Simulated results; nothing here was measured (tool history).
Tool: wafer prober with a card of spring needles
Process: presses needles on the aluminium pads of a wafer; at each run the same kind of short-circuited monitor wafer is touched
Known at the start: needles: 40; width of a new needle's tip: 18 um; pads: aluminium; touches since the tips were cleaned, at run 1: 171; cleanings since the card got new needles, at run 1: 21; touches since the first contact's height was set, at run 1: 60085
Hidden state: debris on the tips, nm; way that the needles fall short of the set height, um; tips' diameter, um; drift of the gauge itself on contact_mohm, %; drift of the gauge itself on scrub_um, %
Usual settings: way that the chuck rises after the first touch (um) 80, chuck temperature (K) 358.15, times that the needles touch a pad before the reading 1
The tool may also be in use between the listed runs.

run,hour,way that the chuck rises after the first touch (um),chuck temperature (K),times that the needles touch a pad before the reading,touches since the tips were cleaned,cleanings since the card got new needles,touches since the first contact's height was set,resistance of one needle with its contact and lead (mohm),way that a needle slides on the pad (um)
1,0.0,80,358.15,1,171,21,60085,126,15.59
# hour 5.4: tips cleaned on abrasive film
2,8.7,80,358.15,1,1322,22,63551,208,15.44
# hour 11.6: tips cleaned on abrasive film
# hour 17.8: tips cleaned on abrasive film
3,18.5,80,358.15,1,291,24,67428,133,15.34
# hour 23.8: tips cleaned on abrasive film
4,26.0,80,325.15,1,864,25,70408,137,15.29
# hour 29.7: tips cleaned on abrasive film
# hour 36.1: tips cleaned on abrasive film
# hour 37.2: tips cleaned on abrasive film, once more
5,38.5,80,325.15,1,543,28,75368,135,15.26
# hour 43.7: tips cleaned on abrasive film
6,48.6,80,325.15,1,1974,29,79374,165,15.29
# hour 50.1: tips cleaned on abrasive film
# hour 56.5: tips cleaned on abrasive film
7,58.0,80,325.15,1,616,31,83112,140,15.10
# hour 62.9: tips cleaned on abrasive film
8,66.5,80,325.15,1,1456,32,86493,161,15.08
# hour 69.1: tips cleaned on abrasive film
# hour 74.9: tips cleaned on abrasive film
9,80.2,80,325.15,1,2144,34,91946,169,15.02
# hour 81.0: tips cleaned on abrasive film
# hour 86.8: tips cleaned on abrasive film
10,88.2,80,325.15,1,600,36,95123,141,15.00
# hour 92.8: tips cleaned on abrasive film
11,97.8,80,325.15,1,2012,37,98934,170,15.12
# hour 98.9: tips cleaned on abrasive film
# hour 104.7: tips cleaned on abrasive film
# hour 111.0: tips cleaned on abrasive film
12,111.3,80,358.15,1,122,40,104284,130,15.03
# hour 116.8: tips cleaned on abrasive film
13,119.4,80,358.15,1,1052,41,107502,151,14.97
# hour 122.6: tips cleaned on abrasive film
# hour 129.0: tips cleaned on abrasive film
14,131.6,80,358.15,1,1031,43,112338,154,15.05
# hour 135.3: tips cleaned on abrasive film
# hour 141.1: tips cleaned on abrasive film
15,141.1,80,301.15,1,0,45,116110,121,14.85
# hour 147.0: tips cleaned on abrasive film
16,149.8,84,358.15,1,1127,46,119585,156,15.71
# hour 153.4: tips cleaned on abrasive film
17,157.1,74,387.15,2,1514,47,122509,158,13.43
# hour 159.6: tips cleaned on abrasive film
# hour 165.6: tips cleaned on abrasive film
18,165.6,76,387.15,2,0,49,125852,134,13.94
# hour 172.1: tips cleaned on abrasive film
# hour 172.4: height of the first contact set anew
19,177.7,71,368.15,1,2138,50,2138,182,14.26
# hour 178.9: tips cleaned on abrasive film
# hour 184.8: tips cleaned on abrasive film
20,184.9,71,368.15,1,45,52,4955,133,14.19
# hour 190.6: tips cleaned on abrasive film
21,195.9,67,300.15,1,2148,53,9369,182,13.42
# hour 197.2: tips cleaned on abrasive film
# hour 203.5: tips cleaned on abrasive film
22,205.4,78,341.15,3,733,55,13103,128,15.64
# hour 209.6: tips cleaned on abrasive film
# hour 215.8: tips cleaned on abrasive film
23,218.9,83,308.15,1,1236,57,18476,150,16.52
# hour 222.7: tips cleaned on abrasive film
24,227.5,80,302.15,2,1972,58,21942,146,15.83
# hour 229.5: tips cleaned on abrasive film
# hour 235.6: tips cleaned on abrasive film
25,237.9,73,358.15,1,897,60,26030,150,14.58
# hour 241.7: tips cleaned on abrasive film
# hour 248.4: tips cleaned on abrasive film
26,250.7,71,369.15,3,952,62,31143,140,13.89
# hour 254.9: tips cleaned on abrasive film
27,258.5,71,369.15,2,1485,63,34262,151,13.93
# hour 261.7: tips cleaned on abrasive film
# hour 268.4: tips cleaned on abrasive film
28,271.5,71,369.15,2,1258,65,39432,153,13.91
# hour 274.3: tips cleaned on abrasive film
# hour 280.6: tips cleaned on abrasive film
29,283.6,71,369.15,2,1176,67,44203,153,13.72
# hour 287.0: tips cleaned on abrasive film
# hour 293.2: tips cleaned on abrasive film
30,295.8,82,369.15,3,1048,69,49056,133,16.07

Measured less the same run without the tool's hidden state. The same run-to-run variation is in both; the gauge's scatter may not be:
run,resistance of one needle with its contact and lead (mohm),way that a needle slides on the pad (um)
1,+7,-0.48
2,+86,-0.61
3,+12,-0.66
4,+23,-0.68
5,+18,-0.75
6,+49,-0.78
7,+24,-0.83
8,+44,-0.85
9,+52,-0.89
10,+23,-0.94
11,+55,-0.97
12,+10,-1.04
13,+30,-1.06
14,+33,-1.11
15,+9,-1.14
16,+36,-1.18
17,+31,-1.18
18,+7,-1.25
19,+59,+0.00
20,+10,-0.05
21,+70,-0.08
22,+10,-0.12
23,+36,-0.17
24,+33,-0.18
25,+31,-0.22
26,+14,-0.27
27,+30,-0.29
28,+30,-0.34
29,+29,-0.38
30,+13,-0.43
